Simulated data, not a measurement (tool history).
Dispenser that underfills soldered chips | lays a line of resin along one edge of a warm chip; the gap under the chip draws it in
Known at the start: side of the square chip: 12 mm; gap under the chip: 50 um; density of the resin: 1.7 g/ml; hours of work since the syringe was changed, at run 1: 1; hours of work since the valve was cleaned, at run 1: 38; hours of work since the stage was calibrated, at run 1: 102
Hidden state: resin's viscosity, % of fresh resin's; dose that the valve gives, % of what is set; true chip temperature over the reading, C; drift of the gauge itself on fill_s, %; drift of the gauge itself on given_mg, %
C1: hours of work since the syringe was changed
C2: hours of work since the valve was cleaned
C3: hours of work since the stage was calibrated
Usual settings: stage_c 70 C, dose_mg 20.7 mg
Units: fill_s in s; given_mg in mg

{"run": 1, "hour": 0.0, "stage_c": 70, "dose_mg": 20.7, "C1": 1, "C2": 38, "C3": 102, "fill_s": 183.6, "given_mg": 20}
{"run": 2, "hour": 8.5, "stage_c": 70, "dose_mg": 20.7, "C1": 7, "C2": 44, "C3": 108, "fill_s": 257.7, "given_mg": 20.09}
{"hour": 15.5, "done": "new syringe of resin"}
{"run": 3, "hour": 21.4, "stage_c": 70, "dose_mg": 20.7, "C1": 4, "C2": 52, "C3": 116, "fill_s": 216.4, "given_mg": 19.78}
{"run": 4, "hour": 30.1, "stage_c": 70, "dose_mg": 20.7, "C1": 9, "C2": 57, "C3": 121, "fill_s": 304.7, "given_mg": 19.96}
{"hour": 33.0, "done": "new syringe of resin"}
{"run": 5, "hour": 38.8, "stage_c": 70, "dose_mg": 20.7, "C1": 4, "C2": 63, "C3": 127, "fill_s": 221, "given_mg": 19.68}
{"run": 6, "hour": 44.5, "stage_c": 66, "dose_mg": 18.2, "C1": 7, "C2": 66, "C3": 131, "fill_s": 348, "given_mg": 17.2}
{"hour": 49.8, "done": "new syringe of resin"}
{"run": 7, "hour": 55.1, "stage_c": 66, "dose_mg": 25.8, "C1": 3, "C2": 73, "C3": 137, "fill_s": 249.2, "given_mg": 24.45}
{"hour": 67.4, "done": "new syringe of resin"}
{"run": 8, "hour": 67.6, "stage_c": 64, "dose_mg": 25.8, "C1": 0, "C2": 81, "C3": 145, "fill_s": 228.7, "given_mg": 24.12}
{"run": 9, "hour": 80.2, "stage_c": 58, "dose_mg": 20, "C1": 8, "C2": 89, "C3": 153, "fill_s": 535.3, "given_mg": 18.57}

The next listed run, before its measurement:
{"hour": 85.2, "done": "new syringe of resin"}
{"run": 10, "hour": 89.6, "stage_c": 58, "dose_mg": 20, "C1": 3, "C2": 95, "C3": 159, "fill_s": "?", "given_mg": "?"}

{"run 10": {"fill_s": 387.2, "given_mg": 18.63}}
Without the tool's hidden state the same run would have given fill_s 304.1 s, given_mg 20.08 mg.
